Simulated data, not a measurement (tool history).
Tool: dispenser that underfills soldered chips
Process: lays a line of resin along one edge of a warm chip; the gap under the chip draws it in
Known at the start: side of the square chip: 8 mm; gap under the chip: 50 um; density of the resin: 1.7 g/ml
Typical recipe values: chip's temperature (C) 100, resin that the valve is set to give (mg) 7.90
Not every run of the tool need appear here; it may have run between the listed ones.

run    day  chip's temperature (C)  resin that the valve is set to give (mg)  time until the resin shows at the far edge (s)  resin that the valve gave (mg)
  1  0.000                     100                                      7.90                                            95.2                            7.73
     0.238  -- new syringe of resin
  2  0.475                     100                                      7.90                                            83.0                            7.70
     0.796  -- new syringe of resin
  3  0.817                     100                                      7.90                                            72.4                            7.61
  4  1.275                     100                                      7.90                                           105.1                            7.61
     1.383  -- new syringe of resin
  5  1.629                     112                                      7.90                                            51.3                            7.57
     1.967  -- new syringe of resin
  6  2.021                      86                                      7.90                                           142.5                            7.51
  7  2.454                     100                                      7.90                                           107.3                            7.46
     2.542  -- new syringe of resin
     2.750  -- dispensing valve cleaned and set on the balance
  8  2.821                     100                                      7.02                                            92.2                            7.00
     3.179  -- new syringe of resin
  9  3.304                     100                                      7.02                                            82.2                            6.93
 10  3.646                     100                                      7.02                                           105.3                            6.92
     3.754  -- new syringe of resin
 11  3.996                     100                                      8.27                                            87.8                            8.08
     4.329  -- new syringe of resin
 12  4.446                     100                                      8.71                                            80.2                            8.50
 13  4.825                     100                                      8.71                                           108.1                            8.38
     4.888  -- new syringe of resin
 14  5.100                     108                                      8.71                                            59.4                            8.40
     5.450  -- new syringe of resin
 15  5.538                     100                                      7.90                                            78.0                            7.53
     6.021  -- new syringe of resin
 16  6.021                     100                                      7.90                                            74.4                            7.49
 17  6.425                     100                                      7.90                                           103.8                            7.44
     6.525  -- dispensing valve cleaned and set on the balance
     6.617  -- new syringe of resin
 18  6.721                     100                                      7.90                                            78.9                            7.86

Run 19 comes next. What will it give?
 19  6.938                     100                                      7.90                                               ?                               ?

{"run 19": {"time until the resin shows at the far edge (s)": 94.5, "resin that the valve gave (mg)": 7.87}}
Without the tool's hidden state the same run would have given time until the resin shows at the far edge (s) 63.7, resin that the valve gave (mg) 7.93.
